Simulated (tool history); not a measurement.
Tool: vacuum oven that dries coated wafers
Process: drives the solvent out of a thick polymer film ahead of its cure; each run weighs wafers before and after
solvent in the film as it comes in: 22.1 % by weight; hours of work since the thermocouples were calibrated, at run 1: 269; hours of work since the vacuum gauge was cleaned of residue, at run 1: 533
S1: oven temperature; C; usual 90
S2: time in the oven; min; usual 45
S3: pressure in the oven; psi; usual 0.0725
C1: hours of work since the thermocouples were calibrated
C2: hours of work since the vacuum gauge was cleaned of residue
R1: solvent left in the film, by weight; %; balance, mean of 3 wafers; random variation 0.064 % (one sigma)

run	day	S1	S2	S3	C1	C2	R1
1	0.000	90	45	0.0725	269	533	5.52
2	0.504	90	45	0.0725	277	542	5.51
3	1.042	90	45	0.0725	287	551	5.50
4	1.462	90	45	0.2010	294	558	6.55
5	2.075	90	45	0.2010	304	568	6.48
6	2.917	90	45	0.0598	319	583	5.24
7	3.675	90	41	0.0725	332	596	5.97
8	4.467	90	41	0.0725	345	609	6.13
9	5.054	90	41	0.0725	355	619	6.08
10	5.917	78	45	0.0725	370	634	10.58
11	6.579	90	38	0.0725	381	645	6.55
12	7.067	90	38	0.0725	390	654	6.54
13	7.867	90	61	0.0725	403	667	3.87
14	8.683	90	61	0.0725	417	681	3.76
15	9.621	90	45	0.0725	433	697	5.41
16	10.275	90	45	0.0725	445	709	5.53
17	11.012	90	45	0.0725	457	721	5.55
18	11.908	90	45	0.0702	473	737	5.46
19	12.808	90	62	0.0702	488	752	3.67
20	13.546	90	62	0.0702	501	765	3.63
21	13.942	90	45	0.0725	507	771	5.44
22	14.529	90	45	0.0725	517	781	5.50
23	15.221	90	45	0.0725	529	793	5.52
# day 15.362: vacuum gauge cleaned of residue and calibrated
24	16.221	83	45	0.1297	545	15	9.09

Run 25 comes next. What will it give?
25	17.017	90	45	0.2702	559	28	?

Run 25 gave R1 7.44 %.
Without the tool's hidden state the same run would have given R1 7.13 %.

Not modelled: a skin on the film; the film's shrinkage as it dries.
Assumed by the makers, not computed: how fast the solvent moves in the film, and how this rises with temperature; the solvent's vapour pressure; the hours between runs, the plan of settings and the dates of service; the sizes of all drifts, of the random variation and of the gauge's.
